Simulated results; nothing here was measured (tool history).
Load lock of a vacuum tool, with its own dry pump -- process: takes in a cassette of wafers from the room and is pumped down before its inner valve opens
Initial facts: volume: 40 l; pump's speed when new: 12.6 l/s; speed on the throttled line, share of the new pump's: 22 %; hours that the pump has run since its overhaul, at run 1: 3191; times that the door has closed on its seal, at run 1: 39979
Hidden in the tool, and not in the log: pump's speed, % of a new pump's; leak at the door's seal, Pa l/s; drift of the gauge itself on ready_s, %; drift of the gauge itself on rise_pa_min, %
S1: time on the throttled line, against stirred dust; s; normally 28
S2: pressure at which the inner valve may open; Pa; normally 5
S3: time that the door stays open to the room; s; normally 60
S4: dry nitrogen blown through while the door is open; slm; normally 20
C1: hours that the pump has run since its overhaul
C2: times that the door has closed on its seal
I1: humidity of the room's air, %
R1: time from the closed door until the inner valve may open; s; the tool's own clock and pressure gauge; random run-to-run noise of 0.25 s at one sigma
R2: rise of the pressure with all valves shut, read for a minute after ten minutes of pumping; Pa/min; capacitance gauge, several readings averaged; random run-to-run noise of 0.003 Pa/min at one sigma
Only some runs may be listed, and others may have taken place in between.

Run 1, day 0.000: usual settings; C1 3191; C2 39979; I1 46.7. Result: R1 53.9 s, R2 0.211 Pa/min.
Run 2, day 2.154: usual settings; C1 3243; C2 40136; I1 45.1. Result: R1 53.7 s, R2 0.219 Pa/min.
Run 3, day 4.104: usual settings; C1 3289; C2 40278; I1 48.1. Result: R1 53.8 s, R2 0.226 Pa/min.
Run 4, day 6.212: usual settings; C1 3340; C2 40431; I1 43.7. Result: R1 53.7 s, R2 0.217 Pa/min.
Run 5, day 10.000: usual settings; C1 3431; C2 40707; I1 44.3. Result: R1 54.1 s, R2 0.220 Pa/min.
Run 6, day 11.975: usual settings; C1 3478; C2 40851; I1 44.9. Result: R1 53.5 s, R2 0.221 Pa/min.
Run 7, day 14.533: usual settings but S3 82 s; C1 3540; C2 41037; I1 44.0. Result: R1 54.2 s, R2 0.233 Pa/min.
Run 8, day 17.812: usual settings but S3 82 s; C1 3618; C2 41276; I1 45.7. Result: R1 53.8 s, R2 0.226 Pa/min.
Run 9, day 20.404: usual settings but S3 82 s; C1 3681; C2 41464; I1 44.3. Result: R1 54.3 s, R2 0.226 Pa/min.
Run 10, day 22.396: usual settings; C1 3728; C2 41609; I1 43.8. Result: R1 54.6 s, R2 0.222 Pa/min.
Run 11, day 24.442: usual settings but S1 18 s, S3 28 s; C1 3778; C2 41758; I1 43.2. Result: R1 46.2 s, R2 0.213 Pa/min.
Run 12, day 27.246: usual settings but S1 18 s, S3 28 s; C1 3845; C2 41962; I1 46.6. Result: R1 46.4 s, R2 0.210 Pa/min.
Run 13, day 30.854: usual settings but S1 18 s, S3 28 s; C1 3931; C2 42225; I1 41.1. Result: R1 46.2 s, R2 0.212 Pa/min.
Run 14, day 34.112: usual settings but S1 35 s, S3 212 s, S4 5 slm; C1 4010; C2 42462; I1 45.2. Result: R1 59.9 s, R2 0.322 Pa/min.
Run 15, day 37.658: usual settings but S1 35 s, S3 212 s, S4 5 slm; C1 4095; C2 42720; I1 48.6. Result: R1 60.3 s, R2 0.341 Pa/min.

Run 16 comes next. What will it give?
Run 16, day 39.838: usual settings but S1 35 s, S3 212 s, S4 5 slm; C1 4147; C2 42879; I1 40.2. Result: R1 ?, R2 ?.

R1: 59.5 s
R2: 0.312 Pa/min
On a tool with no hidden condition, and with the same random variation, this run would have come out at R1 59.1 s, R2 0.130 Pa/min.
